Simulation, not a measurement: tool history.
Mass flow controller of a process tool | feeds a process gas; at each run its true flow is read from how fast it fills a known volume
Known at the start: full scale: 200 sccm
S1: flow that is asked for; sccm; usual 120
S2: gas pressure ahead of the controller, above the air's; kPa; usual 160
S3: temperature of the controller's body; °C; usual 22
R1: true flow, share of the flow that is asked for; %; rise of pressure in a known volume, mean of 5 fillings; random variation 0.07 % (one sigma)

run	hour	S1	S2	S3	R1
1	0.0	120	160	22	99.24
2	122.6	120	160	22	99.27
3	231.7	120	160	22	99.52
4	323.7	120	160	22	99.62
5	432.9	120	160	22	99.77
6	517.0	85	160	22	99.37
7	626.6	85	160	22	99.41
8	686.9	120	160	22	99.90
9	785.6	120	160	22	100.01
10	844.1	120	160	22	100.16
11	904.7	120	160	22	100.18
12	983.8	120	160	22	100.30
13	1121.5	120	160	25	100.06
14	1181.1	120	160	25	100.25
15	1323.4	70	186	35	98.84
16	1458.5	95	160	23	100.41
17	1603.0	95	160	23	100.58
18	1714.1	95	160	23	100.60
19	1820.6	95	160	23	100.82
20	1883.2	135	252	22	101.34
21	1988.5	135	252	22	101.40
22	2086.5	74	162	22	100.86
23	2167.2	33	181	36	99.16
# hour 2232.8: gauge calibrated
24	2287.9	33	181	36	97.00
25	2372.7	120	178	35	98.24
26	2501.6	120	178	35	98.56

The same runs without the tool's hidden state, with the same run-to-run variation:
The hidden state here: flow at rest that the sensor doesn't see, % of full scale; true flow over the shown one, %; drift of the gauge itself on true_pct, %.
run	R1
1	99.23
2	99.12
3	99.26
4	99.26
5	99.28
6	98.80
7	98.72
8	99.14
9	99.14
10	99.22
11	99.17
12	99.21
13	98.82
14	98.94
15	97.40
16	98.80
17	98.81
18	98.72
19	98.82
20	99.26
21	99.20
22	98.56
23	96.82
24	96.92
25	98.08
26	98.26

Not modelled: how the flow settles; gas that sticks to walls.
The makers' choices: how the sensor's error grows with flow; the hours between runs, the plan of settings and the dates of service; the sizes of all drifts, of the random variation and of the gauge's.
